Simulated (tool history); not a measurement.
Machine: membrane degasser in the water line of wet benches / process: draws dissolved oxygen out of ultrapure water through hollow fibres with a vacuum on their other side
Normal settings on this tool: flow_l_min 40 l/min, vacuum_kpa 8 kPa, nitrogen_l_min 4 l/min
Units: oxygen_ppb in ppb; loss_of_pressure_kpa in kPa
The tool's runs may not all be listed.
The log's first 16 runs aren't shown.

| run | hour | flow_l_min | vacuum_kpa | nitrogen_l_min | oxygen_ppb | loss_of_pressure_kpa |
|---|---|---|---|---|---|---|
| 17 | 3766.3 | 26 | 8.28 | 6.8 | 153.9 | 29.5 |
| 18 | 4041.6 | 26 | 8.28 | 6.8 | 154.1 | 29.52 |
| 19 | 4198.7 | 40 | 8 | 6.03 | 279.1 | 45.2 |
| 20 | 4416.8 | 40 | 5.38 | 7.39 | 232.6 | 45.63 |
| 21 | 4725.9 | 61 | 15.42 | 7.91 | 557.7 | 69.81 |
| 22 | 5036.2 | 29 | 6.9 | 1.74 | 264.5 | 33.02 |
| 23 | 5267.7 | 24 | 6.35 | 4.26 | 135.9 | 27.16 |
| 24 | 5522.6 | 58 | 17.17 | 1.96 | 1085.2 | 66.52 |
| 25 | 5836.1 | 58 | 17.17 | 1.96 | 1074.6 | 66.53 |
| 26 | 6050.7 | 27 | 12.85 | 1.96 | 403.5 | 30.9 |
| 27 | 6265 | 27 | 12.85 | 1.96 | 406.8 | 31.04 |

Estimate the outcome of run 28 from the log above:
| 28 | 6465.1 | 40 | 10.34 | 3.79 | ? | ? |

oxygen_ppb: 374.8 ppb
loss_of_pressure_kpa: 46.21 kPa
If the tool had no hidden condition, the same run with the same run-to-run variation would have returned oxygen_ppb 373.9 ppb, loss_of_pressure_kpa 45.28 kPa.
